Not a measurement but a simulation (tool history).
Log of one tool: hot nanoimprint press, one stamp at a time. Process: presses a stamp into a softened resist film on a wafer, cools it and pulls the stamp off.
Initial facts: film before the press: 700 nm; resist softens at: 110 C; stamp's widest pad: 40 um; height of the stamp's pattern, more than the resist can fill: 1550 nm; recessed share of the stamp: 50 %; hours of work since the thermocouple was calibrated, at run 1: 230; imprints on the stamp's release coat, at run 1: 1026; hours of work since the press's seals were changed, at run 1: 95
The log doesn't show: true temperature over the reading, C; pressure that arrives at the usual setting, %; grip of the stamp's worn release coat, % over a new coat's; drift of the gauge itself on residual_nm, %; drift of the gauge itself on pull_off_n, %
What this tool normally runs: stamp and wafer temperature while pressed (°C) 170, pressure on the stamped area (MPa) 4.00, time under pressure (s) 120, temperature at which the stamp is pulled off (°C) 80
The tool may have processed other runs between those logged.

run,hour,stamp and wafer temperature while pressed (°C),pressure on the stamped area (MPa),time under pressure (s),temperature at which the stamp is pulled off (°C),hours of work since the thermocouple was calibrated,imprints on the stamp's release coat,hours of work since the press's seals were changed,resist left under the stamp's widest pad (angstrom),greatest force while the stamp is pulled off (N)
1,0.0,170,4.00,120,80,230,1026,95,3142,318
# hour 9.3: stamp cleaned and given a new release coat
2,14.9,170,4.00,120,80,236,25,101,3173,217
3,23.3,170,4.00,120,80,241,61,106,3150,220
4,30.9,170,3.80,120,80,246,94,111,3260,225
5,39.6,170,3.80,120,80,251,133,117,3232,219
6,45.1,170,3.80,120,80,255,157,120,3247,232
7,54.0,170,3.80,120,80,260,196,126,3247,228
8,58.4,170,3.80,179,80,263,215,129,2786,240
9,65.3,170,3.80,179,80,268,245,133,2846,243
10,69.3,170,3.80,179,80,270,263,136,2800,240
# hour 72.7: plate thermocouple calibrated
11,80.2,170,5.26,120,80,5,297,141,2865,238
12,88.6,170,5.26,120,80,10,334,146,2866,253
13,96.5,170,4.00,120,80,15,369,151,3220,251
14,103.2,170,4.00,120,80,19,398,155,3264,258
15,110.5,176,4.00,120,80,24,430,160,2331,260
# hour 119.6: plate thermocouple calibrated, once more
16,120.6,176,4.00,120,80,1,461,164,2211,252
17,128.3,176,2.86,80,80,6,494,169,3040,264
18,133.9,176,2.86,80,80,9,519,173,3061,268
19,142.8,168,3.02,80,80,15,558,179,4406,272
20,151.4,170,4.00,86,80,20,595,184,3472,275
21,159.1,170,4.00,207,87,25,629,189,2511,247
22,164.0,170,4.00,207,87,28,651,192,2511,243
23,170.9,170,4.00,207,87,33,681,196,2525,247
24,178.4,170,4.00,207,87,38,714,201,2512,251
25,183.6,170,3.68,123,87,41,736,205,3184,263
26,188.8,170,3.68,123,87,44,759,208,3221,259
27,194.7,180,6.13,63,83,48,785,212,1857,281
28,200.2,170,4.00,120,77,51,809,215,3113,306
29,209.0,170,4.00,120,77,57,848,221,3157,316

Here are 5 independent what-if runs from the current tool condition. What would each one return?
A,214.8,170,4.00,133,86,61,873,224,?,?
B,214.8,170,4.00,120,71,61,873,224,?,?
C,214.8,170,2.51,135,79,61,873,224,?,?
D,214.8,181,4.00,138,80,61,873,224,?,?
E,214.8,170,4.00,120,79,61,873,224,?,?

run,resist left under the stamp's widest pad (angstrom),greatest force while the stamp is pulled off (N)
A,2985,275
B,3056,340
C,3670,313
D,1589,300
E,3131,316
What these runs would have given with no unlogged condition in the tool:
run,resist left under the stamp's widest pad (angstrom),greatest force while the stamp is pulled off (N)
A,2907,193
B,2977,239
C,3587,219
D,1548,210
E,3050,222
